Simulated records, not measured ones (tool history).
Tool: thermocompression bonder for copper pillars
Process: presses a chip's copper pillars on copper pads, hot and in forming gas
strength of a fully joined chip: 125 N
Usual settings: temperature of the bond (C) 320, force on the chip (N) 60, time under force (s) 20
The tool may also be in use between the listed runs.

run   hour  temperature of the bond (C)  force on the chip (N)  time under force (s)  force that shears a chip off (N)
  1      0                          320                     60                    20                              75.3
  2   18.3                          320                     60                    20                              75.4
  3   33.4                          320                     60                    20                              75.9
  4   48.1                          320                     60                    20                              75.4
  5   68.1                          344                     60                    20                              87.3
  6   95.1                          344                     60                    20                              87.9
  7  115.4                          344                     60                    20                              88.2
  8  133.3                          344                     60                    20                                88
  9  159.4                          344                     60                    20                                89
 10  192.8                          344                     60                    20                              88.8
 11  225.8                          344                     60                    20                              87.5
 12  257.1                          344                     60                    20                              87.8
     265.1  -- forming gas filter changed
 13  274.5                          320                     60                    20                              75.2
 14  303.3                          320                     60                    20                              74.5
 15  324.8                          297                     60                    20                              61.7
 16  352.1                          320                     60                    20                              74.3
 17  387.8                          320                     60                    20                              75.1
 18  407.2                          320                     60                    20                              75.3
 19  439.5                          314                     60                    18                              69.5
 20  466.2                          335                     60                    21                              84.2
     469.6  -- force cell calibrated
 21  484.3                          327                     37                    14                              50.4
 22  515.2                          327                     37                    30                              66.4
 23  545.8                          306                     50                    43                              75.7
 24  572.2                          298                     45                    22                              52.9
 25  595.9                          298                     45                    22                              52.6
 26  624.9                          298                     45                    22                              52.4
 27  649.8                          314                     61                    41                              88.9
 28  666.6                          314                     61                    41                              88.4
 29  691.6                          313                     76                    60                             104.5
 30  712.5                          306                     37                    45                              64.3
 31  732.9                          293                     60                    20                              59.9
 32  752.9                          295                     68                    13                              57.5
 33  781.2                          295                     68                    13                                57
 34  811.7                          320                     37                    54                              75.3
 35  841.6                          292                     69                    52                              86.8

Forecast each of these 5 alternatives for the next run:
  A  860.4                          301                     39                    53                                 ?
  B  860.4                          320                     60                    20                                 ?
  C  860.4                          311                     47                    19                                 ?
  D  860.4                          342                     53                    24                                 ?
  E  860.4                          349                     60                    10                                 ?

run  force that shears a chip off (N)
  A                              66.8
  B                              74.5
  C                              57.8
  D                              86.3
  E                              74.4
Without the tool's hidden state the same runs would have given:
run  force that shears a chip off (N)
  A                                67
  B                              74.6
  C                                58
  D                              86.5
  E                              74.6

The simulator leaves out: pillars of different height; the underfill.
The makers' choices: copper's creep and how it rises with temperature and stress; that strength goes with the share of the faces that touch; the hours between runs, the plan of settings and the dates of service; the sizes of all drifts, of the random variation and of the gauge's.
